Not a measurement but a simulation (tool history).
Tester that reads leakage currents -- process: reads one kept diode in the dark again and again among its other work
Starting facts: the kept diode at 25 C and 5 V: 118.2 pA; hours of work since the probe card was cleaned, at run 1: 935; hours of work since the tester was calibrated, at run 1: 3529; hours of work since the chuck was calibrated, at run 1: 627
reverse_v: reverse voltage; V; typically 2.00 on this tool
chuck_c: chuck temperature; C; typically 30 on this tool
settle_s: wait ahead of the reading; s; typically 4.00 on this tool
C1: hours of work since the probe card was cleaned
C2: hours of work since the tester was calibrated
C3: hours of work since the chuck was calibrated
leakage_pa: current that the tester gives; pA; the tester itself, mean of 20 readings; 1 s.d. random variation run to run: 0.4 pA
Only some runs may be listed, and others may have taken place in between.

Run 1, hour 0.0: usual settings; C1 935; C2 3529; C3 627. Result: leakage_pa 146.93 pA.
At hour 68.8: tester calibrated.
Run 2, hour 130.3: usual settings; C1 1009; C2 35; C3 701. Result: leakage_pa 146.21 pA.
Run 3, hour 247.0: usual settings; C1 1076; C2 102; C3 768. Result: leakage_pa 146.86 pA.
Run 4, hour 342.5: usual settings; C1 1130; C2 157; C3 823. Result: leakage_pa 148.32 pA.
Run 5, hour 488.1: usual settings; C1 1214; C2 241; C3 906. Result: leakage_pa 147.50 pA.
Run 6, hour 637.0: usual settings; C1 1300; C2 326; C3 992. Result: leakage_pa 150.04 pA.
Run 7, hour 728.7: usual settings but settle_s 2.74 s; C1 1352; C2 379; C3 1044. Result: leakage_pa 149.93 pA.
Run 8, hour 840.0: usual settings but settle_s 3.79 s; C1 1416; C2 443; C3 1108. Result: leakage_pa 151.44 pA.
Run 9, hour 983.8: usual settings; C1 1499; C2 526; C3 1191. Result: leakage_pa 152.16 pA.
Run 10, hour 1078.1: usual settings; C1 1553; C2 580; C3 1245. Result: leakage_pa 153.38 pA.
At hour 1097.0: probe card cleaned and baked.
Run 11, hour 1266.5: usual settings; C1 97; C2 686; C3 1352. Result: leakage_pa 154.59 pA.
Run 12, hour 1386.8: usual settings but chuck_c 32 C; C1 166; C2 755; C3 1421. Result: leakage_pa 182.82 pA.
Run 13, hour 1472.6: usual settings but chuck_c 32 C, settle_s 8.60 s; C1 216; C2 805; C3 1470. Result: leakage_pa 183.17 pA.
Run 14, hour 1613.9: usual settings but chuck_c 26 C; C1 297; C2 886; C3 1551. Result: leakage_pa 115.08 pA.
At hour 1641.2: chuck's temperature calibrated.
Run 15, hour 1728.5: usual settings but settle_s 0.61 s; C1 362; C2 951; C3 50. Result: leakage_pa 137.76 pA.
Run 16, hour 1842.1: usual settings but chuck_c 35 C, settle_s 9.43 s; C1 427; C2 1016; C3 115. Result: leakage_pa 203.02 pA.
Run 17, hour 1944.7: usual settings but chuck_c 35 C, settle_s 9.43 s; C1 486; C2 1075; C3 174. Result: leakage_pa 203.11 pA.
At hour 1972.0: probe card cleaned and baked, once more.
Run 18, hour 2073.5: usual settings but settle_s 2.99 s; C1 58; C2 1147; C3 247. Result: leakage_pa 135.13 pA.
Run 19, hour 2174.0: usual settings but chuck_c 51 C, settle_s 2.99 s; C1 116; C2 1205; C3 304. Result: leakage_pa 653.35 pA.
Run 20, hour 2321.6: usual settings but chuck_c 51 C, settle_s 2.99 s; C1 201; C2 1290; C3 389. Result: leakage_pa 653.76 pA.
Run 21, hour 2479.3: usual settings but chuck_c 51 C, settle_s 2.99 s; C1 291; C2 1380; C3 480. Result: leakage_pa 659.15 pA.
Run 22, hour 2660.2: usual settings but reverse_v 1.71 V, chuck_c 51 C, settle_s 0.82 s; C1 395; C2 1484; C3 584. Result: leakage_pa 634.82 pA.
Run 23, hour 2833.8: usual settings but reverse_v 2.78 V, chuck_c 51 C, settle_s 0.79 s; C1 495; C2 1584; C3 683. Result: leakage_pa 745.21 pA.
Run 24, hour 3007.6: usual settings but reverse_v 2.78 V, chuck_c 51 C, settle_s 0.79 s; C1 595; C2 1684; C3 783. Result: leakage_pa 755.96 pA.
Run 25, hour 3152.0: usual settings but reverse_v 11.88 V; C1 678; C2 1767; C3 866. Result: leakage_pa 260.78 pA.

Alternative continuations, all from the tool just after run 25; predict every row:
Run A, hour 3277.6: usual settings but reverse_v 19.32 V, chuck_c 58 C, settle_s 2.30 s; C1 750; C2 1839; C3 938. Result: leakage_pa ?.
Run B, hour 3277.6: usual settings but reverse_v 8.36 V, settle_s 0.48 s; C1 750; C2 1839; C3 938. Result: leakage_pa ?.
Run C, hour 3277.6: usual settings but reverse_v 3.28 V, chuck_c 59 C, settle_s 2.22 s; C1 750; C2 1839; C3 938. Result: leakage_pa ?.
Run D, hour 3277.6: usual settings but reverse_v 9.98 V, chuck_c 38 C, settle_s 0.83 s; C1 750; C2 1839; C3 938. Result: leakage_pa ?.
Run E, hour 3277.6: usual settings but reverse_v 3.85 V, chuck_c 33 C, settle_s 3.34 s; C1 750; C2 1839; C3 938. Result: leakage_pa ?.

run  leakage_pa
  A     2314.62
  B      238.52
  C     1393.05
  D      458.42
  E      226.66
Without the tool's hidden state the same runs would have given:
run  leakage_pa
  A     2150.67
  B      216.18
  C     1298.96
  D      419.55
  E      207.37

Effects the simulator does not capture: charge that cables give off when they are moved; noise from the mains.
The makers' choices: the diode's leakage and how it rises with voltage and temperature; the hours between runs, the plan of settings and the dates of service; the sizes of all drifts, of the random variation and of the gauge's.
